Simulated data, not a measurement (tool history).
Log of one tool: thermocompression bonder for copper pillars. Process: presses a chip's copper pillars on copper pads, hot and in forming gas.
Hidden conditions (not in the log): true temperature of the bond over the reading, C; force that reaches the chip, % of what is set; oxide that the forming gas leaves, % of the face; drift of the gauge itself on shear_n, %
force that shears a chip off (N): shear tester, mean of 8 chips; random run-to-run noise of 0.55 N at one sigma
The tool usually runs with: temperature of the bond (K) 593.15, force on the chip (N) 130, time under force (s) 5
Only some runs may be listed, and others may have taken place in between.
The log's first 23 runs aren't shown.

| run | day | temperature of the bond (K) | force on the chip (N) | time under force (s) | hours of work since the heater was calibrated | hours of work since the force cell was calibrated | hours of work since the gas filter was changed | force that shears a chip off (N) |
|---|---|---|---|---|---|---|---|---|
| 24 | 6.8 | 576.15 | 130 | 9 | 276 | 247 | 27 | 71.7 |
| 25 | 7.204 | 612.15 | 187 | 8 | 283 | 254 | 33 | 95 |
| 26 | 7.621 | 613.15 | 130 | 3 | 290 | 260 | 40 | 66.8 |
| 27 | 8.054 | 592.15 | 136 | 13 | 297 | 268 | 47 | 86.1 |
| 28 | 8.383 | 610.15 | 173 | 9 | 302 | 273 | 53 | 92.7 |
| 29 | 8.692 | 621.15 | 147 | 5 | 307 | 278 | 58 | 84.5 |
| 30 | 9.012 | 621.15 | 147 | 5 | 313 | 283 | 63 | 84.4 |
| 31 | 9.288 | 618.15 | 114 | 7 | 317 | 288 | 68 | 75.8 |
| 32 | 9.612 | 583.15 | 85 | 3 | 322 | 293 | 73 | 34.8 |
| 33 | 9.921 | 583.15 | 85 | 11 | 328 | 298 | 78 | 54.8 |
| 34 | 10.221 | 583.15 | 85 | 11 | 333 | 303 | 83 | 56 |
| 35 | 10.621 | 583.15 | 85 | 11 | 339 | 310 | 90 | 56.1 |
| 36 | 10.958 | 579.15 | 88 | 3 | 345 | 316 | 95 | 35.2 |
| 37 | 11.362 | 579.15 | 88 | 3 | 351 | 322 | 102 | 35.1 |
| 38 | 11.667 | 573.15 | 110 | 3 | 356 | 327 | 107 | 42.7 |
|  | 12.025 | forming gas filter changed |
| 39 | 12.05 | 573.15 | 87 | 8 | 362 | 333 | 0 | 47.5 |

What if the next run were any one of these 3? Each begins from the tool's condition after run 39:
| A | 12.404 | 595.15 | 120 | 5 | 368 | 339 | 6 | ? |
| B | 12.404 | 590.15 | 87 | 10 | 368 | 339 | 6 | ? |
| C | 12.404 | 573.15 | 87 | 8 | 368 | 339 | 6 | ? |

| run | force that shears a chip off (N) |
|---|---|
| A | 64.4 |
| B | 58.2 |
| C | 47.5 |
Without the tool's hidden state the same runs would have given:
| run | force that shears a chip off (N) |
|---|---|
| A | 64.4 |
| B | 58.1 |
| C | 47.5 |
